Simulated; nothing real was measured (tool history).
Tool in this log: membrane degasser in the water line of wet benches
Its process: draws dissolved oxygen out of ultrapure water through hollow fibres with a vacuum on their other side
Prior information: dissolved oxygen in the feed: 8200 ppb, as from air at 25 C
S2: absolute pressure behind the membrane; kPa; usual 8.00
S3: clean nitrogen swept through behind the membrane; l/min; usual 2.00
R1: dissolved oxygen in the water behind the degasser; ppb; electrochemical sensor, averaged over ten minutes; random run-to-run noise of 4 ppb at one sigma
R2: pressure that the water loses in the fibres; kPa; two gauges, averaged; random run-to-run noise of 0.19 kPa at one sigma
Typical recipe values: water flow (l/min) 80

run 1 day=0.000 | water_flow_(l/min)=80 S2=8.00 S3=2.00 | R1=402.4 R2=40.34
run 2 day=1.308 | water_flow_(l/min)=80 S2=9.01 S3=2.00 | R1=467.4 R2=40.43
run 3 day=3.358 | water_flow_(l/min)=80 S2=9.01 S3=2.00 | R1=468.5 R2=40.19
run 4 day=4.392 | water_flow_(l/min)=80 S2=9.01 S3=2.00 | R1=467.9 R2=40.75
run 5 day=5.829 | water_flow_(l/min)=80 S2=9.01 S3=2.00 | R1=471.1 R2=40.28
run 6 day=7.083 | water_flow_(l/min)=80 S2=8.90 S3=2.00 | R1=455.2 R2=40.31
run 7 day=9.300 | water_flow_(l/min)=80 S2=8.00 S3=2.00 | R1=400.8 R2=40.37
run 8 day=10.971 | water_flow_(l/min)=59 S2=8.00 S3=2.00 | R1=301.3 R2=29.61
run 9 day=12.596 | water_flow_(l/min)=59 S2=8.00 S3=2.00 | R1=303.2 R2=29.75
run 10 day=13.883 | water_flow_(l/min)=59 S2=8.00 S3=2.00 | R1=295.4 R2=29.39
run 11 day=16.058 | water_flow_(l/min)=59 S2=8.00 S3=2.00 | R1=304.4 R2=29.57
run 12 day=17.596 | water_flow_(l/min)=59 S2=8.00 S3=1.43 | R1=394.0 R2=29.90
run 13 day=19.238 | water_flow_(l/min)=59 S2=8.00 S3=1.43 | R1=390.7 R2=29.83
run 14 day=20.742 | water_flow_(l/min)=59 S2=8.00 S3=1.43 | R1=388.4 R2=29.43
run 15 day=22.167 | water_flow_(l/min)=59 S2=8.00 S3=1.43 | R1=388.0 R2=29.65
run 16 day=23.388 | water_flow_(l/min)=88 S2=8.00 S3=1.43 | R1=545.9 R2=44.29
run 17 day=25.600 | water_flow_(l/min)=88 S2=8.00 S3=1.43 | R1=533.2 R2=44.81
run 18 day=26.642 | water_flow_(l/min)=80 S2=7.66 S3=2.00 | R1=378.6 R2=40.50
run 19 day=28.017 | water_flow_(l/min)=80 S2=11.04 S3=2.00 | R1=614.8 R2=40.42
run 20 day=29.992 | water_flow_(l/min)=52 S2=5.29 S3=2.37 | R1=105.7 R2=26.27
run 21 day=31.221 | water_flow_(l/min)=80 S2=8.00 S3=1.43 | R1=501.9 R2=40.36
run 22 day=32.279 | water_flow_(l/min)=49 S2=5.59 S3=1.03 | R1=221.5 R2=24.58
run 23 day=33.262 | water_flow_(l/min)=49 S2=5.59 S3=1.03 | R1=217.7 R2=24.86
run 24 day=35.388 | water_flow_(l/min)=49 S2=5.59 S3=1.03 | R1=224.6 R2=24.72
run 25 day=36.342 | water_flow_(l/min)=122 S2=10.42 S3=1.45 | R1=992.8 R2=61.45
run 26 day=37.296 | water_flow_(l/min)=125 S2=10.35 S3=1.02 | R1=1202.5 R2=63.21
run 27 day=38.646 | water_flow_(l/min)=80 S2=6.47 S3=2.44 | R1=242.3 R2=40.06
run 28 day=40.742 | water_flow_(l/min)=80 S2=6.47 S3=2.44 | R1=247.8 R2=40.39
run 29 day=41.858 | water_flow_(l/min)=80 S2=6.47 S3=2.44 | R1=241.6 R2=40.35
run 30 day=43.367 | water_flow_(l/min)=80 S2=6.47 S3=2.44 | R1=239.7 R2=40.27
run 31 day=44.612 | water_flow_(l/min)=80 S2=10.71 S3=3.14 | R1=417.6 R2=40.44

Alternative continuations, all from the tool just after run 31; predict every row:
run A day=46.538 | water_flow_(l/min)=104 S2=12.04 S3=3.00 | R1=? R2=?
run B day=46.538 | water_flow_(l/min)=56 S2=12.79 S3=3.11 | R1=? R2=?
run C day=46.538 | water_flow_(l/min)=97 S2=10.18 S3=3.14 | R1=? R2=?

run=A R1=635.6 R2=52.41
run=B R1=372.9 R2=27.98
run=C R1=479.7 R2=48.95
With no hidden state in the tool, these same runs would have given:
run=A R1=635.5 R2=52.40
run=B R1=372.9 R2=27.98
run=C R1=479.6 R2=48.94
